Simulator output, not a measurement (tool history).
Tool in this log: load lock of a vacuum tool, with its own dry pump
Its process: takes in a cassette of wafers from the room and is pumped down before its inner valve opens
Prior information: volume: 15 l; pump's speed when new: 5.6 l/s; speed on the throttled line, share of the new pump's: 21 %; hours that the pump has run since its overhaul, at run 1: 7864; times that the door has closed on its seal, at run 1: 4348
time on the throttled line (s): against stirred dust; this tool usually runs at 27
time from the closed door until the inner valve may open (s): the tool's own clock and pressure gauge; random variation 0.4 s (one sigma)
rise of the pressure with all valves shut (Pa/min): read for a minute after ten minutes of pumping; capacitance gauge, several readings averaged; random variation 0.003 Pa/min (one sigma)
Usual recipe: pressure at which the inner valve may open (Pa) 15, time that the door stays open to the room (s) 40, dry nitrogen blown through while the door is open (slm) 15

run,hour,time on the throttled line (s),pressure at which the inner valve may open (Pa),time that the door stays open to the room (s),dry nitrogen blown through while the door is open (slm),hours that the pump has run since its overhaul,times that the door has closed on its seal,"incoming humidity of the room's air, %",time from the closed door until the inner valve may open (s),rise of the pressure with all valves shut (Pa/min)
1,0.0,27,15,40,15,7864,4348,48.8,46.8,0.057
2,269.9,27,15,40,15,8134,5037,43.7,47.0,0.053
3,502.4,27,16,40,15,8366,5631,43.8,46.6,0.052
4,739.8,27,16,40,15,8604,6237,43.9,46.3,0.050
5,905.1,27,16,40,15,8769,6659,43.3,47.3,0.058
6,1100.3,27,16,40,15,8964,7158,47.3,47.6,0.062
7,1386.7,27,16,40,15,9251,7889,46.8,47.4,0.060
8,1652.4,27,23,40,15,9516,8568,42.6,46.6,0.056
9,1800.8,27,23,40,15,9665,8947,40.8,46.2,0.055
10,1926.1,49,15,40,15,9790,9267,44.1,65.0,0.058
11,2224.0,49,15,40,15,10088,10028,44.4,64.3,0.060
12,2451.0,27,15,117,15,10315,10608,45.1,47.9,0.107
13,2742.0,27,15,117,15,10606,11351,47.8,47.7,0.116
14,2920.0,27,15,117,15,10784,11805,47.3,47.6,0.112
15,3150.2,27,15,117,15,11014,12393,46.3,47.4,0.109
16,3386.8,27,15,117,15,11251,12998,43.2,47.5,0.109
17,3565.7,27,15,117,15,11430,13455,45.6,48.2,0.115
18,3762.8,27,15,49,15,11627,13958,46.6,48.0,0.076
19,4049.4,27,15,104,15,11913,14690,43.4,47.6,0.108
20,4223.8,27,15,104,15,12088,15135,47.8,48.4,0.122
21,4444.5,27,15,104,15,12308,15699,49.4,48.7,0.115
22,4673.8,27,15,104,15,12538,16285,44.9,48.8,0.108
23,4898.7,27,15,104,15,12763,16859,42.6,48.5,0.103
24,5121.4,27,15,104,15,12985,17428,45.5,48.3,0.116
25,5402.9,27,19,40,10,13267,18147,44.5,47.2,0.080
26,5561.1,27,19,40,10,13425,18551,48.9,48.3,0.087

Predict the results of run 27:
27,5861.6,30,15,40,15,13726,19319,46.2,?,?

Logged for run 27: time from the closed door until the inner valve may open (s) 51.2, rise of the pressure with all valves shut (Pa/min) 0.090.
On a tool with no hidden condition, and with the same random variation, this run would have come out at time from the closed door until the inner valve may open (s) 47.6, rise of the pressure with all valves shut (Pa/min) 0.056.
